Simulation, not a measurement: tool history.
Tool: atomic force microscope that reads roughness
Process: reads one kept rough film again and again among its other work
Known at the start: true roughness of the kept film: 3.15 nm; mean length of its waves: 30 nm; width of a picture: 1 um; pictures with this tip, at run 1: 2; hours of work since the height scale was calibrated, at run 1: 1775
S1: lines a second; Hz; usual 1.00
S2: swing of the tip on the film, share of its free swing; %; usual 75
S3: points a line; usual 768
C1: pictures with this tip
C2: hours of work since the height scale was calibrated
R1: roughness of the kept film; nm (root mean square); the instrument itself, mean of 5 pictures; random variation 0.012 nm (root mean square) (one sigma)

run    hour    S1  S2    S3   C1    C2     R1
  1     0.0  1.00  75   768    2  1775  2.752
  2    54.6  1.00  75   318  101  1813  2.471
       70.1  -- new tip fitted
  3   109.8  1.00  75   768   72  1851  2.579
      144.9  -- new tip fitted
  4   167.8  1.00  82   768   41  1891  2.560
      216.5  -- new tip fitted
  5   227.0  1.00  82   768   19  1932  2.604
  6   265.8  0.57  75   768   90  1959  2.598
      289.5  -- new tip fitted
  7   330.9  0.57  75   768   75  2004  2.641
      360.0  -- new tip fitted
  8   397.0  1.00  75   743   67  2049  2.577
      432.6  -- new tip fitted
  9   449.2  1.00  75   743   30  2085  2.702
      504.5  -- new tip fitted
 10   504.5  0.88  75   743    0  2123  2.774
 11   546.6  0.88  75   743   76  2153  2.595
      579.3  -- new tip fitted
 12   597.1  0.88  75   743   33  2187  2.704
      652.2  -- new tip fitted
 13   661.6  0.88  75   743   17  2232  2.752
 14   719.5  0.59  69   735  121  2272  2.594
      724.7  -- new tip fitted
      725.7  -- height scale calibrated on a step standard
 15   750.3  2.41  73   523   44    17  2.453
 16   782.6  1.12  73   383  103    40  2.493
      795.5  -- new tip fitted
 17   818.8  2.60  82   260   42    64  2.168
      870.0  -- new tip fitted
 18   888.0  0.57  75   654   33   112  2.784
      928.4  -- height scale calibrated on a step standard, once more
      940.9  -- new tip fitted
 19   946.4  0.57  75   654   10    12  2.780
     1012.1  -- new tip fitted
 20  1012.7  1.02  75  1013    1    58  2.711
 21  1051.5  1.02  75  1013   71    85  2.535
     1085.8  -- new tip fitted
 22  1103.9  1.02  59   299   33   121  2.695

5 ways to go on from here, each from the tool as it stands after run 22. What would each give?
     1158.5  -- new tip fitted
  A  1171.4  1.37  68  297  23  167   ?
     1158.5  -- new tip fitted
  B  1171.4  0.64  74  977  23  167   ?
     1158.5  -- new tip fitted
  C  1171.4  1.74  75  768  23  167   ?
     1158.5  -- new tip fitted
  D  1171.4  1.00  85  309  23  167   ?
     1158.5  -- new tip fitted
  E  1171.4  2.27  59  509  23  167   ?

run     R1
  A  2.630
  B  2.724
  C  2.514
  D  2.498
  E  2.658
Without the tool's hidden state the same runs would have given:
run     R1
  A  2.707
  B  2.803
  C  2.587
  D  2.571
  E  2.735

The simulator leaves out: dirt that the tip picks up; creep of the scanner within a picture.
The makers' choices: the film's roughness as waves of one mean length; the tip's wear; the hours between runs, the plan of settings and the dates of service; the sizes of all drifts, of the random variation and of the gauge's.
